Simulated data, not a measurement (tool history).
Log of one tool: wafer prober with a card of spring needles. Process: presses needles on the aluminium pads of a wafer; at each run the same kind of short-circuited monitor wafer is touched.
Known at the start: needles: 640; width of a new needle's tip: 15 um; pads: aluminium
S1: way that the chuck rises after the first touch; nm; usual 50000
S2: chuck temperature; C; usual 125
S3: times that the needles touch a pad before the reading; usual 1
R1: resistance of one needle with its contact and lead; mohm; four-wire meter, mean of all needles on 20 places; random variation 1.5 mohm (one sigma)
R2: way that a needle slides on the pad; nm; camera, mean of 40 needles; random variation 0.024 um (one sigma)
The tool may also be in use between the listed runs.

Run 1, day 0: usual settings. Result: R1 264 mohm, R2 13700 nm.
At day 0.317: tips cleaned on abrasive film.
At day 1.212: tips cleaned on abrasive film.
Run 2, day 1.667: usual settings but S1 31000 nm. Result: R1 422 mohm, R2 8380 nm.
At day 2.15: tips cleaned on abrasive film.
At day 2.954: tips cleaned on abrasive film.
Run 3, day 3.483: usual settings but S1 31000 nm. Result: R1 446 mohm, R2 8350 nm.
At day 3.821: tips cleaned on abrasive film.
At day 4.779: tips cleaned on abrasive film.
Run 4, day 5.362: usual settings. Result: R1 271 mohm, R2 13590 nm.
At day 5.625: tips cleaned on abrasive film.
At day 6.512: tips cleaned on abrasive film.
Run 5, day 7.004: usual settings but S1 49000 nm. Result: R1 264 mohm, R2 13260 nm.
At day 7.379: tips cleaned on abrasive film.
Run 6, day 7.867: usual settings. Result: R1 266 mohm, R2 13530 nm.
At day 8.242: tips cleaned on abrasive film.
At day 9.208: tips cleaned on abrasive film.
Run 7, day 9.6: usual settings. Result: R1 247 mohm, R2 13490 nm.
At day 10.092: tips cleaned on abrasive film.
At day 10.95: tips cleaned on abrasive film.
Run 8, day 11.708: usual settings but S1 31000 nm. Result: R1 475 mohm, R2 8170 nm.
At day 11.846: tips cleaned on abrasive film.
At day 12.65: tips cleaned on abrasive film.
Run 9, day 13.217: usual settings but S1 31000 nm. Result: R1 470 mohm, R2 8140 nm.
At day 13.488: tips cleaned on abrasive film.
At day 14.329: tips cleaned on abrasive film.
Run 10, day 14.704: usual settings but S1 31000 nm. Result: R1 418 mohm, R2 8110 nm.
At day 15.167: tips cleaned on abrasive film.
At day 16.058: tips cleaned on abrasive film.
Run 11, day 16.267: usual settings. Result: R1 219 mohm, R2 13350 nm.
At day 16.962: tips cleaned on abrasive film.
At day 17.492: height of the first contact set anew.
Run 12, day 17.729: usual settings. Result: R1 276 mohm, R2 13880 nm.

The next listed run, before its measurement:
At day 17.908: tips cleaned on abrasive film.
At day 18.729: tips cleaned on abrasive film.
Run 13, day 18.729: usual settings but S1 43000 nm, S2 38 C, S3 3. Result: R1 ?, R2 ?.

Run 13 gave R1 137 mohm, R2 11920 nm.
Without the tool's hidden state the same run would have given R1 127 mohm, R2 11950 nm.
